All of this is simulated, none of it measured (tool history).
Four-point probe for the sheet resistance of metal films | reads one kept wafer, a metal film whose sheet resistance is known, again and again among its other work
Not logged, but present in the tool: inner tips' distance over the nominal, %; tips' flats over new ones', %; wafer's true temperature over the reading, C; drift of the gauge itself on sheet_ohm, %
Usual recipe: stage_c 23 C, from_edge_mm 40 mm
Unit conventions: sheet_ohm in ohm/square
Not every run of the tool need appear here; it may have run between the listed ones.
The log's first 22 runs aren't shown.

run	hour	stage_c	from_edge_mm	touches since the probe head was changed	hours of work since the stage's thermometer was calibrated	sheet_ohm
23	428.1	28	3	33000	775	0.990675
24	448.6	28	3	33554	789	0.990018
25	476.5	20	18	34308	808	0.963032
26	497.1	29	53	34865	823	0.967932
27	523.5	29	51	35578	841	0.968228
28	542.9	24	6	36102	855	0.97097
29	557	24	6	36482	865	0.970348
30	572.4	30	14	36899	875	0.96963
31	597	30	14	37564	893	0.970042
32	626	30	14	38347	913	0.969437
33	645.1	31	7	38864	926	0.973473
34	673.8	20	49	39639	946	0.96252
35	685.5	23	5	39955	954	0.972008
36	702.9	19	40	40426	967	0.961492
37	729.4	19	40	41141	985	0.961674
38	742.9	20	11	41506	994	0.963714
39	761.2	20	11	41999	1007	0.963576

Below are 4 alternative next runs, each starting from the tool's condition after run 39. Predict each:
A	779.1	34	22	42482	1020	?
B	779.1	21	68	42482	1020	?
C	779.1	27	19	42482	1020	?
D	779.1	20	28	42482	1020	?

run	sheet_ohm
A	0.97089
B	0.962446
C	0.966993
D	0.96206
The same runs, with their run-to-run variation unchanged, on a tool lacking any hidden condition would have given:
run	sheet_ohm
A	0.969825
B	0.96143
C	0.965953
D	0.961047
